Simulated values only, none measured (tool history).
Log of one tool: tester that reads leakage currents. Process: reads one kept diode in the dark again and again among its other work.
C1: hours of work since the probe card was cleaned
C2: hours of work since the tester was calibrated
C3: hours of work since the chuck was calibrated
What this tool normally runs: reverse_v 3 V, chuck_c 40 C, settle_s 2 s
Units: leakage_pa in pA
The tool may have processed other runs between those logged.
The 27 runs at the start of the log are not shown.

{"run": 28, "hour": 678.8, "reverse_v": 1.23, "chuck_c": 40, "settle_s": 2, "C1": 1750, "C2": 61, "C3": 206, "leakage_pa": 93.66}
{"run": 29, "hour": 704.5, "reverse_v": 3, "chuck_c": 40, "settle_s": 0.75, "C1": 1765, "C2": 76, "C3": 222, "leakage_pa": 140.04}
{"run": 30, "hour": 727.7, "reverse_v": 3, "chuck_c": 40, "settle_s": 0.75, "C1": 1779, "C2": 90, "C3": 236, "leakage_pa": 140.94}
{"run": 31, "hour": 751.1, "reverse_v": 2.91, "chuck_c": 22, "settle_s": 3.6, "C1": 1793, "C2": 104, "C3": 250, "leakage_pa": 30.62}
{"hour": 758.1, "done": "tester calibrated, once more"}
{"run": 32, "hour": 770.0, "reverse_v": 2.91, "chuck_c": 22, "settle_s": 3.6, "C1": 1803, "C2": 7, "C3": 260, "leakage_pa": 30.79}
{"run": 33, "hour": 792.1, "reverse_v": 2.91, "chuck_c": 22, "settle_s": 3.6, "C1": 1816, "C2": 20, "C3": 273, "leakage_pa": 30.88}
{"run": 34, "hour": 822.0, "reverse_v": 2.91, "chuck_c": 22, "settle_s": 3.6, "C1": 1834, "C2": 38, "C3": 291, "leakage_pa": 30.85}
{"run": 35, "hour": 855.3, "reverse_v": 3.97, "chuck_c": 30, "settle_s": 6.3, "C1": 1854, "C2": 58, "C3": 311, "leakage_pa": 70.67}
{"run": 36, "hour": 876.1, "reverse_v": 1.99, "chuck_c": 40, "settle_s": 2.19, "C1": 1867, "C2": 71, "C3": 323, "leakage_pa": 119.34}
{"run": 37, "hour": 906.1, "reverse_v": 2.46, "chuck_c": 36, "settle_s": 1.89, "C1": 1885, "C2": 89, "C3": 341, "leakage_pa": 94.34}
{"run": 38, "hour": 921.3, "reverse_v": 2.46, "chuck_c": 36, "settle_s": 1.89, "C1": 1894, "C2": 98, "C3": 351, "leakage_pa": 94.42}
{"run": 39, "hour": 937.5, "reverse_v": 7.89, "chuck_c": 54, "settle_s": 5, "C1": 1904, "C2": 108, "C3": 360, "leakage_pa": 686.78}

4 options for the next run, each taken on its own from the tool as it stands now. Forecast them:
{"run": "A", "hour": 974.2, "reverse_v": 8.67, "chuck_c": 54, "settle_s": 5, "C1": 1926, "C2": 130, "C3": 382, "leakage_pa": "?"}
{"run": "B", "hour": 974.2, "reverse_v": 7.89, "chuck_c": 54, "settle_s": 0.47, "C1": 1926, "C2": 130, "C3": 382, "leakage_pa": "?"}
{"run": "C", "hour": 974.2, "reverse_v": 11.13, "chuck_c": 31, "settle_s": 2.74, "C1": 1926, "C2": 130, "C3": 382, "leakage_pa": "?"}
{"run": "D", "hour": 974.2, "reverse_v": 3.57, "chuck_c": 54, "settle_s": 5, "C1": 1926, "C2": 130, "C3": 382, "leakage_pa": "?"}

run=A leakage_pa=723
run=B leakage_pa=694.81
run=C leakage_pa=130.68
run=D leakage_pa=488.4
With no hidden state in the tool, these same runs would have given:
run=A leakage_pa=647.67
run=B leakage_pa=623.35
run=C leakage_pa=100.83
run=D leakage_pa=441.08

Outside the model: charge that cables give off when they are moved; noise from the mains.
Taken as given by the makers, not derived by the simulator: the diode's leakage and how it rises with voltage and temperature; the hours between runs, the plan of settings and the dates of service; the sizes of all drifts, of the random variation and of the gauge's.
